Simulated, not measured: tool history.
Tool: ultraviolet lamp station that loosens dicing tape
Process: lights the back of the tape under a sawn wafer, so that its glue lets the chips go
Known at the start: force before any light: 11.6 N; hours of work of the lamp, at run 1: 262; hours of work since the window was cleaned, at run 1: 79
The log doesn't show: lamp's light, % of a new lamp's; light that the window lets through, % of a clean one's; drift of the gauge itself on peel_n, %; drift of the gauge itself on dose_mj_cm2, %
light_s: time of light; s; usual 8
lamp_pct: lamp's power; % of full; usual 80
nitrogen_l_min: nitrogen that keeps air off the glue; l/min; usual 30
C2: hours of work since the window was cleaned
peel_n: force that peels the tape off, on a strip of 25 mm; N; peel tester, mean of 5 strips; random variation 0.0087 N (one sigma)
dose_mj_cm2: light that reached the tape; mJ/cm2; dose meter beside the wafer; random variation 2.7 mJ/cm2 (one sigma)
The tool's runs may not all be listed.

Run 1, hour 0.0: usual settings; hours of work of the lamp 262; C2 79. Result: peel_n 0.433 N, dose_mj_cm2 336 mJ/cm2.
Run 2, hour 47.4: usual settings; hours of work of the lamp 294; C2 111. Result: peel_n 0.452 N, dose_mj_cm2 330 mJ/cm2.
Run 3, hour 100.6: usual settings; hours of work of the lamp 329; C2 147. Result: peel_n 0.488 N, dose_mj_cm2 318 mJ/cm2.
Run 4, hour 130.5: usual settings; hours of work of the lamp 349; C2 166. Result: peel_n 0.498 N, dose_mj_cm2 319 mJ/cm2.
Run 5, hour 187.5: usual settings; hours of work of the lamp 387; C2 205. Result: peel_n 0.506 N, dose_mj_cm2 309 mJ/cm2.
Run 6, hour 245.0: usual settings but nitrogen_l_min 36 l/min; hours of work of the lamp 426; C2 243. Result: peel_n 0.500 N, dose_mj_cm2 302 mJ/cm2.
Run 7, hour 275.0: usual settings; hours of work of the lamp 446; C2 263. Result: peel_n 0.577 N, dose_mj_cm2 300 mJ/cm2.
Run 8, hour 335.3: usual settings; hours of work of the lamp 486; C2 303. Result: peel_n 0.629 N, dose_mj_cm2 299 mJ/cm2.
Run 9, hour 370.6: usual settings; hours of work of the lamp 509; C2 327. Result: peel_n 0.634 N, dose_mj_cm2 286 mJ/cm2.
Run 10, hour 405.0: usual settings but light_s 6 s, lamp_pct 96 % of full, nitrogen_l_min 9 l/min; hours of work of the lamp 532; C2 350. Result: peel_n 1.564 N, dose_mj_cm2 256 mJ/cm2.
Run 11, hour 438.2: usual settings but light_s 10 s, lamp_pct 67 % of full, nitrogen_l_min 9 l/min; hours of work of the lamp 554; C2 372. Result: peel_n 1.253 N, dose_mj_cm2 293 mJ/cm2.
At hour 441.7: window cleaned of glue's vapour.
Run 12, hour 482.9: usual settings but light_s 6 s, lamp_pct 96 % of full, nitrogen_l_min 25 l/min; hours of work of the lamp 584; C2 27. Result: peel_n 0.986 N, dose_mj_cm2 241 mJ/cm2.
Run 13, hour 546.0: usual settings but lamp_pct 98 % of full; hours of work of the lamp 626; C2 70. Result: peel_n 0.497 N, dose_mj_cm2 318 mJ/cm2.
Run 14, hour 578.5: usual settings but light_s 14 s, nitrogen_l_min 14 l/min; hours of work of the lamp 648; C2 91. Result: peel_n 0.362 N, dose_mj_cm2 448 mJ/cm2.
At hour 591.7: window cleaned of glue's vapour, once more.
Run 15, hour 634.9: usual settings but light_s 14 s, nitrogen_l_min 14 l/min; hours of work of the lamp 685; C2 29. Result: peel_n 0.292 N, dose_mj_cm2 518 mJ/cm2.

How the hidden state differs across the entries between the runs, from the last listed run before each to the first after it:
Between runs 11 and 12: window cleaned of glue's vapour (hour 441.7)
  lamp's light, % of a new lamp's: 85 -> 84.1; light that the window lets through, % of a clean one's: 89.4 -> 86.1
  measured less the result without the state, peel_n: +0.567 -> +0.507 N; dose_mj_cm2: -94 -> -92 mJ/cm2
Between runs 14 and 15: window cleaned of glue's vapour, once more (hour 591.7)
  lamp's light, % of a new lamp's: 82.1 -> 81.1; light that the window lets through, % of a clean one's: 84.4 -> 98.4
  measured less the result without the state, peel_n: +0.150 -> +0.070 N; dose_mj_cm2: -198 -> -132 mJ/cm2
